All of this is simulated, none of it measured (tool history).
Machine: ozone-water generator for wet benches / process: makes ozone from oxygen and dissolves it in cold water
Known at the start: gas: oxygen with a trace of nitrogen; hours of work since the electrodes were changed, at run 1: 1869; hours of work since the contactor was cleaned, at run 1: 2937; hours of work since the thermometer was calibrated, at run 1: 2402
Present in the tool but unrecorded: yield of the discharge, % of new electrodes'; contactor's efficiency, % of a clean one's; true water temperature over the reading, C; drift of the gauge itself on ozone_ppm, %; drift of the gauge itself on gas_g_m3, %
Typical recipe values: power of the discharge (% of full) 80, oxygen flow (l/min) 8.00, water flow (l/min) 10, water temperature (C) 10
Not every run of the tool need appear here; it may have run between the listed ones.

run    hour  power of the discharge (% of full)  oxygen flow (l/min)  water flow (l/min)  water temperature (C)  hours of work since the electrodes were changed  hours of work since the contactor was cleaned  hours of work since the thermometer was calibrated  dissolved ozone (ppm)  ozone in the gas ahead of the water (g/m3)
  1     0.0                                  80                 8.00                  10                     10                                             1869                                           2937                                                2402                   30.9                                       207.6
  2    87.2                                  80                 8.00                  10                      6                                             1930                                           2998                                                2463                   34.1                                       207.1
  3   139.2                                  80                 8.00                  10                      6                                             1966                                           3034                                                2499                   33.6                                       205.1
  4   208.5                                  80                 8.00                  10                      6                                             2015                                           3083                                                2547                   33.9                                       205.4
  5   256.9                                  80                 8.00                  10                      6                                             2049                                           3117                                                2581                   33.9                                       206.1
  6   326.1                                  80                 8.00                  10                     14                                             2097                                           3165                                                2630                   28.8                                       203.4
  7   365.9                                  80                 8.00                  10                     14                                             2125                                           3193                                                2658                   28.3                                       205.3
  8   420.5                                  80                 8.00                  10                     14                                             2163                                           3231                                                2696                   28.6                                       205.4
  9   495.8                                  80                 8.00                  10                     14                                             2216                                           3284                                                2748                   28.3                                       205.2
 10   575.9                                  80                 8.00                  10                     14                                             2272                                           3340                                                2804                   28.4                                       205.2
 11   640.6                                  80                 5.17                  15                     14                                             2317                                           3385                                                2850                   23.0                                       261.8
 12   701.9                                  80                 5.17                   8                     14                                             2360                                           3428                                                2893                   36.3                                       263.3
 13   784.3                                  80                 5.17                   8                     14                                             2418                                           3485                                                2950                   36.9                                       263.9
 14   852.6                                  74                 5.17                  11                     12                                             2465                                           3533                                                2998                   28.6                                       244.6
 15   929.5                                  74                 5.17                   8                     14                                             2519                                           3587                                                3052                   34.0                                       245.6
 16  1006.3                                  89                 8.00                  10                      9                                             2573                                           3641                                                3106                   34.5                                       219.0
 17  1056.5                                  99                12.20                  14                      5                                             2608                                           3676                                                3141                   30.0                                       188.2
 18  1123.9                                  80                 4.76                  10                     10                                             2655                                           3723                                                3188                   34.2                                       274.3
 19  1167.0                                  80                 8.00                   9                     16                                             2685                                           3753                                                3218                   29.0                                       204.7

Predict each of these 4 candidate next runs independently; none follows another, all start after run 19:
  A  1219.8                                  69                 4.23                   9                      5                                             2722                                           3790                                                3255                      ?                                           ?
  B  1219.8                                  80                 8.00                  15                     16                                             2722                                           3790                                                3255                      ?                                           ?
  C  1219.8                                  43                 8.00                  10                     12                                             2722                                           3790                                                3255                      ?                                           ?
  D  1219.8                                  76                12.31                   9                     10                                             2722                                           3790                                                3255                      ?                                           ?

run  dissolved ozone (ppm)  ozone in the gas ahead of the water (g/m3)
  A                   36.0                                       260.0
  B                   21.2                                       201.6
  C                   18.5                                       126.1
  D                   28.0                                       152.6
With no hidden state in the tool, these same runs would have given:
run  dissolved ozone (ppm)  ozone in the gas ahead of the water (g/m3)
  A                   36.0                                       265.5
  B                   21.2                                       205.9
  C                   18.5                                       128.7
  D                   28.0                                       155.8
